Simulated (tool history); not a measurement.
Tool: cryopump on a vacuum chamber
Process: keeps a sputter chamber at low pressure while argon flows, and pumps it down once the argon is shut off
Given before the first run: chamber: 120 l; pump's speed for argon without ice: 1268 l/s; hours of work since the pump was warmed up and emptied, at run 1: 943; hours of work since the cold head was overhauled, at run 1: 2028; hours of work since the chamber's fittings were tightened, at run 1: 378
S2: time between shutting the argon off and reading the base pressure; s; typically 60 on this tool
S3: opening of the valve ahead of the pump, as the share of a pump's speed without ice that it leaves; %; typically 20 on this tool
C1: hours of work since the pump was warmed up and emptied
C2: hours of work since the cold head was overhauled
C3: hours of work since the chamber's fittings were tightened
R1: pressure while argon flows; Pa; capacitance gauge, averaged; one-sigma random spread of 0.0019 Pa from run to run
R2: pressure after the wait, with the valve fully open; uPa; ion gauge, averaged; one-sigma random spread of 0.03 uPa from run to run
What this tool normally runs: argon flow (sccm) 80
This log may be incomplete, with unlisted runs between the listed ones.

run 1 hour=0 | argon_flow_(sccm)=80 S2=60 S3=20 | C1=943 C2=2028 C3=378 | R1=0.5621 R2=2.4
run 2 hour=90.7 | argon_flow_(sccm)=80 S2=60 S3=20 | C1=1000 C2=2086 C3=436 | R1=0.5644 R2=2.48
run 3 hour=163.5 | argon_flow_(sccm)=119 S2=60 S3=20 | C1=1047 C2=2132 C3=482 | R1=0.8438 R2=2.58
-- hour=184.7 pump warmed up, emptied and cooled again
run 4 hour=275.7 | argon_flow_(sccm)=80 S2=60 S3=20 | C1=58 C2=2200 C3=550 | R1=0.5338 R2=2.48
run 5 hour=350.3 | argon_flow_(sccm)=80 S2=60 S3=20 | C1=105 C2=2247 C3=597 | R1=0.5374 R2=2.52
run 6 hour=437.8 | argon_flow_(sccm)=80 S2=60 S3=20 | C1=161 C2=2303 C3=653 | R1=0.5402 R2=2.65
run 7 hour=487.7 | argon_flow_(sccm)=80 S2=60 S3=20 | C1=192 C2=2335 C3=684 | R1=0.5369 R2=2.65
run 8 hour=546 | argon_flow_(sccm)=80 S2=60 S3=49 | C1=229 C2=2372 C3=721 | R1=0.2237 R2=2.77
run 9 hour=601.3 | argon_flow_(sccm)=80 S2=60 S3=20 | C1=264 C2=2407 C3=756 | R1=0.5427 R2=2.87
run 10 hour=683.6 | argon_flow_(sccm)=80 S2=60 S3=20 | C1=316 C2=2459 C3=809 | R1=0.5445 R2=3.05
run 11 hour=784.7 | argon_flow_(sccm)=80 S2=60 S3=20 | C1=381 C2=2523 C3=873 | R1=0.5466 R2=3.09
run 12 hour=888.7 | argon_flow_(sccm)=80 S2=56 S3=20 | C1=447 C2=2589 C3=939 | R1=0.5474 R2=3.36
run 13 hour=991.4 | argon_flow_(sccm)=80 S2=56 S3=20 | C1=512 C2=2654 C3=1004 | R1=0.5489 R2=3.41
run 14 hour=1037.1 | argon_flow_(sccm)=80 S2=56 S3=20 | C1=541 C2=2683 C3=1033 | R1=0.5498 R2=3.59
run 15 hour=1130.9 | argon_flow_(sccm)=80 S2=56 S3=20 | C1=600 C2=2743 C3=1092 | R1=0.5518 R2=3.7
run 16 hour=1210.2 | argon_flow_(sccm)=80 S2=60 S3=20 | C1=651 C2=2793 C3=1143 | R1=0.5553 R2=3.72
-- hour=1300.4 leaking fittings of the chamber tightened, without venting
run 17 hour=1316.9 | argon_flow_(sccm)=80 S2=60 S3=20 | C1=717 C2=2859 C3=11 | R1=0.5535 R2=1.65

Run 18 is up next; what results do you expect?
run 18 hour=1383.4 | argon_flow_(sccm)=80 S2=60 S3=20 | C1=759 C2=2902 C3=53 | R1=? R2=?

R1: 0.5571 Pa
R2: 1.73 uPa
On a tool with no hidden condition, and with the same random variation, this run would have come out at R1 0.534 Pa, R2 1.55 uPa.
